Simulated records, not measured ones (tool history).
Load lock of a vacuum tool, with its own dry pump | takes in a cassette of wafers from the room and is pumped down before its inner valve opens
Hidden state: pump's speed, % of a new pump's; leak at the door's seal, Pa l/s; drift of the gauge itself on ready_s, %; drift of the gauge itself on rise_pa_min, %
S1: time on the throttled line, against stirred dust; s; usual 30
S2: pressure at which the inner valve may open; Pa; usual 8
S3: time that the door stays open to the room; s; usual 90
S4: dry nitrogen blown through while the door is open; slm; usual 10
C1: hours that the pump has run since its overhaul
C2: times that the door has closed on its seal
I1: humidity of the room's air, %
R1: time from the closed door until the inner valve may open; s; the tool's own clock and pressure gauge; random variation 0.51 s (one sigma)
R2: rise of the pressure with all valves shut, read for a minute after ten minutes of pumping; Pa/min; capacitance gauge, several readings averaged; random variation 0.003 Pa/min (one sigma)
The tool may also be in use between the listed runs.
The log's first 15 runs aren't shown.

{"run": 16, "day": 99.1, "S1": 30, "S2": 8, "S3": 90, "S4": 10, "C1": 3848, "C2": 22310, "I1": 45.6, "R1": 68.6, "R2": 0.05}
{"run": 17, "day": 107.158, "S1": 30, "S2": 8, "S3": 128, "S4": 10, "C1": 4042, "C2": 22892, "I1": 44.9, "R1": 68.8, "R2": 0.065}
{"run": 18, "day": 114.858, "S1": 30, "S2": 7, "S3": 90, "S4": 10, "C1": 4227, "C2": 23447, "I1": 46.2, "R1": 68.8, "R2": 0.059}
{"run": 19, "day": 121.862, "S1": 30, "S2": 7, "S3": 90, "S4": 20, "C1": 4395, "C2": 23952, "I1": 42.6, "R1": 70.3, "R2": 0.046}
{"run": 20, "day": 130.058, "S1": 30, "S2": 7, "S3": 90, "S4": 20, "C1": 4591, "C2": 24544, "I1": 46.0, "R1": 69.4, "R2": 0.043}
{"run": 21, "day": 136.721, "S1": 30, "S2": 8, "S3": 78, "S4": 10, "C1": 4751, "C2": 25024, "I1": 42.3, "R1": 68.7, "R2": 0.048}
{"run": 22, "day": 143.404, "S1": 30, "S2": 8, "S3": 78, "S4": 10, "C1": 4912, "C2": 25506, "I1": 40.6, "R1": 69.4, "R2": 0.045}
{"run": 23, "day": 149.575, "S1": 30, "S2": 8, "S3": 78, "S4": 30, "C1": 5060, "C2": 25951, "I1": 45.8, "R1": 69.8, "R2": 0.038}
{"run": 24, "day": 157.775, "S1": 30, "S2": 8, "S3": 78, "S4": 30, "C1": 5257, "C2": 26543, "I1": 43.5, "R1": 69.4, "R2": 0.035}
{"run": 25, "day": 163.8, "S1": 30, "S2": 8, "S3": 78, "S4": 30, "C1": 5401, "C2": 26978, "I1": 47.1, "R1": 69.6, "R2": 0.043}
{"run": 26, "day": 169.367, "S1": 17, "S2": 8, "S3": 90, "S4": 10, "C1": 5535, "C2": 27379, "I1": 45.7, "R1": 58.4, "R2": 0.057}
{"run": 27, "day": 178.067, "S1": 33, "S2": 8, "S3": 96, "S4": 10, "C1": 5744, "C2": 28007, "I1": 43.2, "R1": 70.1, "R2": 0.052}
{"run": 28, "day": 183.579, "S1": 33, "S2": 8, "S3": 96, "S4": 10, "C1": 5876, "C2": 28404, "I1": 43.4, "R1": 71.2, "R2": 0.057}
{"run": 29, "day": 189.029, "S1": 33, "S2": 8, "S3": 96, "S4": 10, "C1": 6007, "C2": 28797, "I1": 44.6, "R1": 69.9, "R2": 0.061}
{"run": 30, "day": 194.129, "S1": 33, "S2": 8, "S3": 96, "S4": 10, "C1": 6129, "C2": 29165, "I1": 45.3, "R1": 71.5, "R2": 0.057}
{"run": 31, "day": 198.075, "S1": 38, "S2": 16, "S3": 142, "S4": 9, "C1": 6224, "C2": 29450, "I1": 44.8, "R1": 71.4, "R2": 0.06}
{"run": 32, "day": 205.038, "S1": 18, "S2": 11, "S3": 142, "S4": 8, "C1": 6391, "C2": 29952, "I1": 45.4, "R1": 57.5, "R2": 0.07}
{"run": 33, "day": 211.567, "S1": 20, "S2": 6, "S3": 160, "S4": 25, "C1": 6548, "C2": 30423, "I1": 43.1, "R1": 62.8, "R2": 0.044}
{"run": 34, "day": 217.954, "S1": 24, "S2": 9, "S3": 81, "S4": 6, "C1": 6701, "C2": 30884, "I1": 43.6, "R1": 64.0, "R2": 0.057}
{"run": 35, "day": 222.133, "S1": 35, "S2": 8, "S3": 90, "S4": 14, "C1": 6801, "C2": 31185, "I1": 42.3, "R1": 72.9, "R2": 0.047}
{"run": 36, "day": 230.783, "S1": 35, "S2": 8, "S3": 90, "S4": 14, "C1": 7009, "C2": 31809, "I1": 43.1, "R1": 72.5, "R2": 0.05}
{"run": 37, "day": 235.483, "S1": 41, "S2": 8, "S3": 188, "S4": 10, "C1": 7122, "C2": 32148, "I1": 45.6, "R1": 76.1, "R2": 0.067}

4 ways to go on from here, each from the tool as it stands after run 37. What would each give?
{"run": "A", "day": 241.158, "S1": 30, "S2": 7, "S3": 105, "S4": 12, "C1": 7258, "C2": 32558, "I1": 48.1, "R1": "?", "R2": "?"}
{"run": "B", "day": 241.158, "S1": 41, "S2": 8, "S3": 192, "S4": 9, "C1": 7258, "C2": 32558, "I1": 45.7, "R1": "?", "R2": "?"}
{"run": "C", "day": 241.158, "S1": 23, "S2": 8, "S3": 90, "S4": 17, "C1": 7258, "C2": 32558, "I1": 45.8, "R1": "?", "R2": "?"}
{"run": "D", "day": 241.158, "S1": 38, "S2": 8, "S3": 90, "S4": 10, "C1": 7258, "C2": 32558, "I1": 43.8, "R1": "?", "R2": "?"}

run=A R1=69.7 R2=0.064
run=B R1=77.3 R2=0.071
run=C R1=63.6 R2=0.049
run=D R1=73.6 R2=0.061
Without the tool's hidden state the same runs would have given:
run=A R1=69.7 R2=0.062
run=B R1=77.2 R2=0.068
run=C R1=63.5 R2=0.046
run=D R1=73.6 R2=0.059
